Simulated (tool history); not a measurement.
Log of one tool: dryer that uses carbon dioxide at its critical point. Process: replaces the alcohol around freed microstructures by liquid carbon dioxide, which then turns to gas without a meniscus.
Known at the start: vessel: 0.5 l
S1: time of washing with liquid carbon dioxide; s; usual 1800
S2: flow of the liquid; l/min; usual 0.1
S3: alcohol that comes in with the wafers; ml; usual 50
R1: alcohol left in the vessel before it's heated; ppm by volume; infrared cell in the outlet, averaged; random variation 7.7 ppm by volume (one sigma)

run	hour	S1	S2	S3	R1
1	0	1800	0.1	50	498
2	18.6	2280	0.1	50	162
3	32	1380	0.1	50	1781
4	51.9	1800	0.108	50	376
5	71.7	1800	0.108	50	398
6	82.1	1800	0.108	50	400
7	92	1800	0.108	50	404
8	107.5	1800	0.1	50	572
9	119.8	1800	0.075	50	1976
# hour 131.8: inlet filter changed
10	136.6	1800	0.1	70	604
11	151.8	1800	0.1	70	639
12	172.7	1800	0.1	70	656
13	187.3	1800	0.1	70	662
14	205.5	1800	0.1	50	492
15	215.4	2760	0.1	50	94
16	225.8	1800	0.1	22	271
17	242.1	1800	0.1	22	273
18	255.1	1800	0.1	50	514
19	267.3	1800	0.1	50	538
20	278.8	1800	0.1	50	512
21	297.3	2460	0.071	50	615
22	317.2	1920	0.1	20	219
23	330.9	1140	0.1	20	1465
24	347.3	1320	0.093	33	1827
25	359.3	1320	0.093	33	1874
26	370.8	2460	0.157	33	88
27	380.4	1260	0.091	50	3580
28	391.3	1260	0.091	50	3656
29	405.7	1260	0.091	50	3687
30	417.7	1260	0.108	50	1997
31	436.3	1260	0.108	50	2099
32	453.4	1620	0.133	48	308
# hour 456.6: inlet filter changed
33	470	1380	0.07	32	3168
34	487.4	1800	0.069	50	2197
35	503.4	1800	0.069	50	2239
36	516.7	1800	0.069	50	2264
37	536.9	1800	0.084	35	819
38	556.1	2340	0.152	76	119
39	570.1	2340	0.152	76	109
40	588.7	1380	0.103	40	1231

The same runs without the tool's hidden state, with the same run-to-run variation:
The hidden state here: flow that reaches the vessel past the clogged filter, %; alcohol in the recycled carbon dioxide, ppm; drift of the gauge itself on alcohol_ppm, %.
run	R1
1	378
2	96
3	1444
4	254
5	263
6	258
7	257
8	380
9	1489
10	531
11	551
12	551
13	548
14	386
15	29
16	183
17	180
18	378
19	394
20	364
21	439
22	114
23	1182
24	1452
25	1477
26	9
27	2874
28	2910
29	2906
30	1472
31	1519
32	140
33	3046
34	2048
35	2062
36	2064
37	664
38	13
39	3
40	1001
